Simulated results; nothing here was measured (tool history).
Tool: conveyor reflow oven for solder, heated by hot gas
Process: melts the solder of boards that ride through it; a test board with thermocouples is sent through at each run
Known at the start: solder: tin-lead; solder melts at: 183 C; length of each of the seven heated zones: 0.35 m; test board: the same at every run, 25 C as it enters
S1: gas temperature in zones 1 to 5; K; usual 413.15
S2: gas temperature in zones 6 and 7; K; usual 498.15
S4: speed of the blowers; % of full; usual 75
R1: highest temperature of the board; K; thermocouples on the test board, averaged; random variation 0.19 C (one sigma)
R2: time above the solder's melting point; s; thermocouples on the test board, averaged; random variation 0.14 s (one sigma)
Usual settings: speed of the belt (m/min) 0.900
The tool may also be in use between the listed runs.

{"run": 1, "day": 0.0, "S1": 413.15, "S2": 498.15, "speed of the belt (m/min)": 0.9, "S4": 75, "R1": 483.95, "R2": 32.2}
{"run": 2, "day": 0.6, "S1": 413.15, "S2": 498.15, "speed of the belt (m/min)": 0.9, "S4": 75, "R1": 483.95, "R2": 32.3}
{"run": 3, "day": 0.925, "S1": 413.15, "S2": 506.15, "speed of the belt (m/min)": 0.9, "S4": 75, "R1": 490.75, "R2": 35.5}
{"run": 4, "day": 1.512, "S1": 413.15, "S2": 498.15, "speed of the belt (m/min)": 0.9, "S4": 51, "R1": 477.05, "R2": 26.2}
{"run": 5, "day": 1.983, "S1": 413.15, "S2": 491.15, "speed of the belt (m/min)": 0.9, "S4": 51, "R1": 471.65, "R2": 21.6}
{"run": 6, "day": 2.558, "S1": 413.15, "S2": 491.15, "speed of the belt (m/min)": 0.9, "S4": 51, "R1": 471.55, "R2": 21.5}
{"run": 7, "day": 2.879, "S1": 413.15, "S2": 491.15, "speed of the belt (m/min)": 0.9, "S4": 51, "R1": 471.35, "R2": 21.5}
{"run": 8, "day": 3.329, "S1": 413.15, "S2": 491.15, "speed of the belt (m/min)": 0.9, "S4": 51, "R1": 471.55, "R2": 21.7}
{"run": 9, "day": 4.0, "S1": 413.15, "S2": 498.15, "speed of the belt (m/min)": 0.9, "S4": 75, "R1": 483.45, "R2": 31.8}
{"day": 4.221, "done": "belt drive overhauled, speed set with a stopwatch"}
{"run": 10, "day": 4.7, "S1": 413.15, "S2": 498.15, "speed of the belt (m/min)": 0.954, "S4": 75, "R1": 481.75, "R2": 28.6}
{"run": 11, "day": 5.212, "S1": 413.15, "S2": 498.15, "speed of the belt (m/min)": 0.954, "S4": 75, "R1": 481.75, "R2": 28.7}
{"run": 12, "day": 5.733, "S1": 413.15, "S2": 498.15, "speed of the belt (m/min)": 0.9, "S4": 75, "R1": 483.65, "R2": 32.0}
{"run": 13, "day": 6.312, "S1": 413.15, "S2": 498.15, "speed of the belt (m/min)": 0.9, "S4": 75, "R1": 483.35, "R2": 31.9}
{"run": 14, "day": 7.021, "S1": 403.15, "S2": 498.15, "speed of the belt (m/min)": 0.9, "S4": 75, "R1": 481.05, "R2": 28.4}
{"day": 7.571, "done": "flux residue cleaned out of gas plates and filters"}
{"day": 7.771, "done": "belt drive overhauled, speed set with a stopwatch, once more"}
{"run": 15, "day": 7.771, "S1": 403.15, "S2": 498.15, "speed of the belt (m/min)": 0.9, "S4": 75, "R1": 483.85, "R2": 29.8}
{"run": 16, "day": 8.112, "S1": 424.15, "S2": 498.15, "speed of the belt (m/min)": 0.748, "S4": 69, "R1": 489.65, "R2": 46.4}
{"run": 17, "day": 8.762, "S1": 424.15, "S2": 498.15, "speed of the belt (m/min)": 0.748, "S4": 69, "R1": 489.95, "R2": 46.7}
{"run": 18, "day": 9.112, "S1": 413.15, "S2": 495.15, "speed of the belt (m/min)": 0.793, "S4": 75, "R1": 485.55, "R2": 38.3}
{"run": 19, "day": 9.729, "S1": 427.15, "S2": 495.15, "speed of the belt (m/min)": 0.793, "S4": 75, "R1": 487.25, "R2": 43.5}
{"run": 20, "day": 10.254, "S1": 427.15, "S2": 499.15, "speed of the belt (m/min)": 0.783, "S4": 75, "R1": 491.05, "R2": 45.8}
{"run": 21, "day": 10.95, "S1": 427.15, "S2": 498.15, "speed of the belt (m/min)": 0.9, "S4": 70, "R1": 485.75, "R2": 37.2}
{"run": 22, "day": 11.454, "S1": 427.15, "S2": 503.15, "speed of the belt (m/min)": 0.9, "S4": 70, "R1": 490.25, "R2": 38.8}
{"run": 23, "day": 12.092, "S1": 427.15, "S2": 503.15, "speed of the belt (m/min)": 0.9, "S4": 70, "R1": 490.35, "R2": 38.9}
{"day": 12.325, "done": "thermocouples of zones 6 and 7 changed"}
{"run": 24, "day": 12.779, "S1": 411.15, "S2": 498.15, "speed of the belt (m/min)": 0.884, "S4": 75, "R1": 484.45, "R2": 32.7}
{"run": 25, "day": 13.212, "S1": 411.15, "S2": 498.15, "speed of the belt (m/min)": 0.884, "S4": 75, "R1": 483.95, "R2": 32.7}
{"run": 26, "day": 13.558, "S1": 411.15, "S2": 498.15, "speed of the belt (m/min)": 0.884, "S4": 75, "R1": 484.05, "R2": 32.7}
{"run": 27, "day": 13.988, "S1": 411.15, "S2": 498.15, "speed of the belt (m/min)": 0.884, "S4": 75, "R1": 483.95, "R2": 32.6}
{"run": 28, "day": 14.579, "S1": 410.15, "S2": 499.15, "speed of the belt (m/min)": 0.959, "S4": 84, "R1": 484.35, "R2": 29.6}
{"run": 29, "day": 14.95, "S1": 400.15, "S2": 498.15, "speed of the belt (m/min)": 0.789, "S4": 52, "R1": 479.15, "R2": 29.7}

Forecast each of these 4 alternatives for the next run:
{"run": "A", "day": 15.438, "S1": 400.15, "S2": 487.15, "speed of the belt (m/min)": 0.789, "S4": 75, "R1": "?", "R2": "?"}
{"run": "B", "day": 15.438, "S1": 399.15, "S2": 498.15, "speed of the belt (m/min)": 0.933, "S4": 87, "R1": "?", "R2": "?"}
{"run": "C", "day": 15.438, "S1": 413.15, "S2": 498.15, "speed of the belt (m/min)": 0.995, "S4": 75, "R1": "?", "R2": "?"}
{"run": "D", "day": 15.438, "S1": 400.15, "S2": 498.15, "speed of the belt (m/min)": 0.88, "S4": 52, "R1": "?", "R2": "?"}

run=A R1=475.25 R2=28.4
run=B R1=482.65 R2=28.3
run=C R1=480.35 R2=27.1
run=D R1=475.05 R2=22.7
Without the tool's hidden state the same runs would have given:
run=A R1=476.05 R2=29.4
run=B R1=483.85 R2=29.2
run=C R1=481.45 R2=27.9
run=D R1=475.95 R2=23.5
